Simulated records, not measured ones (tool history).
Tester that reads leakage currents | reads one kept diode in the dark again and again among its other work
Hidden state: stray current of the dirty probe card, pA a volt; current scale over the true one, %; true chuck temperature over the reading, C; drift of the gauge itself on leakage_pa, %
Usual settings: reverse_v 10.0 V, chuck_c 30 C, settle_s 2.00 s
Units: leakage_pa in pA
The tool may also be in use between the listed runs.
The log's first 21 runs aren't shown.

run	hour	reverse_v	chuck_c	settle_s	hours of work since the probe card was cleaned	hours of work since the tester was calibrated	hours of work since the chuck was calibrated	leakage_pa
22	462.8	1.4	30	0.80	911	395	1526	73.42
23	483.1	10.0	28	1.79	921	405	1536	190.53
24	499.5	10.0	28	1.79	929	413	1545	187.85
25	530.6	10.0	29	2.00	945	428	1560	204.00
26	555.5	9.3	30	3.26	957	441	1573	210.40
27	577.9	9.3	30	3.26	968	452	1584	211.48
28	606.3	6.0	30	2.00	983	466	1598	165.31
29	625.1	2.0	25	1.61	992	475	1607	59.62
30	657.0	2.0	25	1.61	1008	491	1623	59.39
31	672.6	2.0	25	1.61	1016	499	1631	59.49
32	691.1	2.7	30	2.00	1025	508	1640	105.17
33	713.3	3.1	36	7.77	1036	519	1651	182.08

The next listed run, before its measurement:
34	739.2	3.1	36	7.77	1049	532	1664	?

leakage_pa: 180.57 pA
Without the tool's hidden state the same run would have given leakage_pa 184.52 pA.
